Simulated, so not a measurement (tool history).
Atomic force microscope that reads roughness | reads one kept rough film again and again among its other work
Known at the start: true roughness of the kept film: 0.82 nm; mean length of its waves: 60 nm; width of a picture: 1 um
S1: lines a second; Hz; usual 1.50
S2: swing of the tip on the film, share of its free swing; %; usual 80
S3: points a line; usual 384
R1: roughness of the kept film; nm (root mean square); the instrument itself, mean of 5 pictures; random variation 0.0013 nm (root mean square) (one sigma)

run 1 hour=0.0 | S1=1.50 S2=80 S3=384 | R1=0.725
-- hour=62.4 new tip fitted
run 2 hour=71.4 | S1=1.50 S2=80 S3=384 | R1=0.723
run 3 hour=112.7 | S1=1.50 S2=80 S3=384 | R1=0.725
run 4 hour=142.2 | S1=1.50 S2=80 S3=384 | R1=0.722
run 5 hour=183.0 | S1=1.50 S2=80 S3=516 | R1=0.722
-- hour=205.2 new tip fitted
run 6 hour=230.4 | S1=1.50 S2=80 S3=516 | R1=0.725
run 7 hour=299.8 | S1=1.50 S2=80 S3=516 | R1=0.726
-- hour=349.9 new tip fitted
run 8 hour=350.2 | S1=1.50 S2=89 S3=384 | R1=0.684
run 9 hour=389.3 | S1=1.50 S2=89 S3=384 | R1=0.684
run 10 hour=419.9 | S1=1.50 S2=80 S3=384 | R1=0.722
run 11 hour=454.6 | S1=0.80 S2=80 S3=871 | R1=0.763
-- hour=490.8 new tip fitted
run 12 hour=505.5 | S1=2.89 S2=59 S3=380 | R1=0.762
run 13 hour=549.8 | S1=2.89 S2=59 S3=414 | R1=0.761
run 14 hour=621.0 | S1=2.89 S2=59 S3=414 | R1=0.761
-- hour=631.5 new tip fitted
run 15 hour=688.8 | S1=2.89 S2=55 S3=543 | R1=0.773
run 16 hour=718.5 | S1=1.53 S2=80 S3=644 | R1=0.723
-- hour=772.1 new tip fitted
run 17 hour=782.9 | S1=1.53 S2=80 S3=644 | R1=0.724
run 18 hour=849.7 | S1=2.28 S2=68 S3=570 | R1=0.741
run 19 hour=902.1 | S1=1.19 S2=65 S3=741 | R1=0.781

3 ways to go on from here, each from the tool as it stands after run 19. What would each give?
-- hour=912.6 new tip fitted
run A hour=944.1 | S1=1.19 S2=87 S3=279 | R1=?
-- hour=912.6 new tip fitted
run B hour=944.1 | S1=1.05 S2=65 S3=308 | R1=?
-- hour=912.6 new tip fitted
run C hour=944.1 | S1=1.19 S2=76 S3=648 | R1=?

run=A R1=0.713
run=B R1=0.783
run=C R1=0.755
Without the tool's hidden state the same runs would have given:
run=A R1=0.713
run=B R1=0.783
run=C R1=0.755

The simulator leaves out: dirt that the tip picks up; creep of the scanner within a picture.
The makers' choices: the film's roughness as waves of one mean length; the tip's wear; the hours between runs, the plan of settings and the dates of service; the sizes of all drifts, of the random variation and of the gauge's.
